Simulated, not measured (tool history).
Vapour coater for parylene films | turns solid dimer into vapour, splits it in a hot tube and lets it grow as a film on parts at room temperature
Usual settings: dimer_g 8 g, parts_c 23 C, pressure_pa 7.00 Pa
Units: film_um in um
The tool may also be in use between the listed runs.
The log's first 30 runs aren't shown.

run      day  dimer_g  parts_c  pressure_pa  hours of work since the trap's valve was overhauled  hours of work since the table's thermometer was calibrated  film_um
      74.221  -- trap's valve overhauled
      74.875  -- table's thermometer calibrated
 31   76.467        8       24         7.31                                                   23                                                          16     5.16
 32   79.088        4       31         3.14                                                   50                                                          44     2.05
 33   80.646        4       31         3.14                                                   66                                                          60     1.98
 34   83.875        4       31         5.69                                                   99                                                          93     1.95
 35   85.967        4       31         5.69                                                  121                                                         115     1.92
 36   88.767        8       23         4.41                                                  150                                                         144     5.53
 37   91.358        8       23         4.41                                                  177                                                         170     5.55
 38   93.479        8       16         5.34                                                  199                                                         192     7.37
      94.888  -- trap's valve overhauled
 39   95.642        9       18         7.00                                                    8                                                         213     7.51
 40   97.946        4       26         6.84                                                   32                                                         237     2.39
 41  100.138       11       24         7.00                                                   54                                                         259     7.15
 42  101.942       11       24         4.76                                                   73                                                         278     7.37
 43  105.038       11       24         4.76                                                  105                                                         310     7.26
 44  107.958        5       24         5.80                                                  135                                                         340     3.24
 45  110.254       12       25         5.80                                                  159                                                         364     7.55
 46  112.633        7       25        10.00                                                  183                                                         388     4.15
     115.292  -- trap's valve overhauled
 47  115.292        4       25        10.00                                                    0                                                         414     2.44

Forecast each of these 3 alternatives for the next run:
  A  118.846        7       33         4.22                                                   37                                                         451        ?
  B  118.846        4       24        10.47                                                   37                                                         451        ?
  C  118.846        4       23         4.50                                                   37                                                         451        ?

run  film_um
  A     3.20
  B     2.52
  C     2.83
Without the tool's hidden state the same runs would have given:
run  film_um
  A     3.20
  B     2.52
  C     2.83
